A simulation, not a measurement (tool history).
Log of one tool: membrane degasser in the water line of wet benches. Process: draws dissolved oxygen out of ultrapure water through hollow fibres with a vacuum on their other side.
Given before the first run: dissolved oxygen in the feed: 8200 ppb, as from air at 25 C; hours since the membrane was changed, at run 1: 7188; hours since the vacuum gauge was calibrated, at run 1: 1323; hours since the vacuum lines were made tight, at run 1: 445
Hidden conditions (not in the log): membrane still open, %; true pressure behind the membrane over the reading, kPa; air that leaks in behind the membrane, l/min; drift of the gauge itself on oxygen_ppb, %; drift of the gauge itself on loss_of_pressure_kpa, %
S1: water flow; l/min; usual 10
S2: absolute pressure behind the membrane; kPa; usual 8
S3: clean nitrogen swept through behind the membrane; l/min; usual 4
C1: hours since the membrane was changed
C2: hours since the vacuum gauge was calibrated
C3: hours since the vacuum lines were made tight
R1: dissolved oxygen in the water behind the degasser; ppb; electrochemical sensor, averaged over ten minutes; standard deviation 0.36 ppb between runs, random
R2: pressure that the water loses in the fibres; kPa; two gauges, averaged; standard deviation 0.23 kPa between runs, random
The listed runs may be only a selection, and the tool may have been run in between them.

| run | hour | S1 | S2 | S3 | C1 | C2 | C3 | R1 | R2 |
|---|---|---|---|---|---|---|---|---|---|
| 1 | 0 | 10 | 8 | 4 | 7188 | 1323 | 445 | 32.3 | 60.24 |
| 2 | 149.7 | 10 | 8 | 1.82 | 7338 | 1472 | 595 | 66.3 | 60.27 |
| 3 | 430.9 | 10 | 8 | 1.82 | 7619 | 1754 | 876 | 66.7 | 60.21 |
| 4 | 703.5 | 10 | 8 | 4 | 7892 | 2026 | 1148 | 32.1 | 59.6 |
| 5 | 986.7 | 10 | 8 | 4 | 8175 | 2309 | 1432 | 31.8 | 59.79 |
| 6 | 1195.8 | 10 | 8 | 4 | 8384 | 2519 | 1641 | 31.7 | 59.55 |
| 7 | 1445.7 | 10 | 8 | 4 | 8634 | 2768 | 1891 | 31.9 | 59.21 |
| 8 | 1738.3 | 10 | 8 | 4 | 8927 | 3061 | 2183 | 31.9 | 59.12 |
| 9 | 2054.3 | 10 | 8 | 4 | 9243 | 3377 | 2499 | 31.9 | 59.04 |
| 10 | 2263.9 | 10 | 8 | 4 | 9452 | 3587 | 2709 | 32.3 | 59.59 |
| 11 | 2566.6 | 10 | 8 | 4 | 9755 | 3889 | 3011 | 32 | 58.97 |
| 12 | 2787.3 | 10 | 8 | 4 | 9976 | 4110 | 3232 | 31.6 | 59.31 |
| 13 | 2956.9 | 10 | 8 | 4 | 10145 | 4280 | 3402 | 31.7 | 58.78 |
|  | 2982.7 | vacuum gauge calibrated |
| 14 | 3217.9 | 10 | 8 | 4 | 10406 | 235 | 3662 | 31.8 | 59.2 |
| 15 | 3477.8 | 10 | 8 | 2.22 | 10666 | 495 | 3922 | 55.1 | 58.64 |
| 16 | 3780.9 | 10 | 8 | 2.22 | 10969 | 798 | 4225 | 55.5 | 58.14 |
| 17 | 3980.7 | 10 | 14.27 | 4 | 11168 | 998 | 4425 | 70.1 | 59.15 |
| 18 | 4227.7 | 14 | 11.42 | 6.22 | 11415 | 1245 | 4672 | 51.5 | 81.84 |

Run 19 comes next. What will it give?
| 19 | 4393.6 | 7 | 11.42 | 6.22 | 11581 | 1411 | 4838 | ? | ? |

Run 19 produced R1 24.2 ppb, R2 41.12 kPa.
The same run, on a tool lacking any hidden state, would have yielded R1 24.1 ppb, R2 42.16 kPa.
